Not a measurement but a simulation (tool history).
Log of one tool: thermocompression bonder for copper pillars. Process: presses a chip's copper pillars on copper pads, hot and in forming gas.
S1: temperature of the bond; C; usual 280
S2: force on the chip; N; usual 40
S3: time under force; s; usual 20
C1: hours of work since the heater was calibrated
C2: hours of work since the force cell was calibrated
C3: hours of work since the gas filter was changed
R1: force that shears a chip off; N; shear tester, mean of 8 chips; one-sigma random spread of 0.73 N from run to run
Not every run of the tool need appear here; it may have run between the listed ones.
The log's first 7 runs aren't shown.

| run | day | S1 | S2 | S3 | C1 | C2 | C3 | R1 |
|---|---|---|---|---|---|---|---|---|
| 8 | 9.712 | 253 | 40 | 20 | 905 | 199 | 260 | 43.3 |
|  | 11.533 | forming gas filter changed |
| 9 | 11.788 | 253 | 40 | 20 | 925 | 220 | 3 | 44.2 |
| 10 | 13.767 | 280 | 28 | 20 | 945 | 240 | 22 | 49.4 |
| 11 | 16.004 | 280 | 28 | 20 | 967 | 262 | 45 | 50.9 |
| 12 | 18.275 | 287 | 40 | 20 | 990 | 285 | 67 | 71.7 |
| 13 | 19.612 | 287 | 40 | 20 | 1003 | 298 | 81 | 70.5 |
| 14 | 21.050 | 287 | 40 | 20 | 1018 | 312 | 95 | 70.8 |
| 15 | 22.500 | 287 | 40 | 20 | 1032 | 327 | 110 | 70.1 |
| 16 | 24.342 | 280 | 40 | 36 | 1051 | 345 | 128 | 79.5 |
| 17 | 26.333 | 280 | 40 | 59 | 1071 | 365 | 148 | 91.0 |
| 18 | 27.475 | 299 | 40 | 17 | 1082 | 377 | 159 | 75.6 |
| 19 | 28.692 | 267 | 40 | 20 | 1094 | 389 | 172 | 53.8 |
| 20 | 30.750 | 285 | 45 | 43 | 1115 | 409 | 192 | 92.2 |
| 21 | 31.838 | 276 | 35 | 32 | 1126 | 420 | 203 | 66.7 |
| 22 | 33.183 | 283 | 40 | 32 | 1139 | 434 | 216 | 75.7 |
| 23 | 34.700 | 258 | 25 | 31 | 1154 | 449 | 232 | 39.0 |

Forecast run 24:
| 24 | 35.812 | 280 | 52 | 11 | 1165 | 460 | 243 | ? |

{"run 24": {"R1": 61.9}}
With no hidden state in the tool, this same run would have given R1 62.4 N.

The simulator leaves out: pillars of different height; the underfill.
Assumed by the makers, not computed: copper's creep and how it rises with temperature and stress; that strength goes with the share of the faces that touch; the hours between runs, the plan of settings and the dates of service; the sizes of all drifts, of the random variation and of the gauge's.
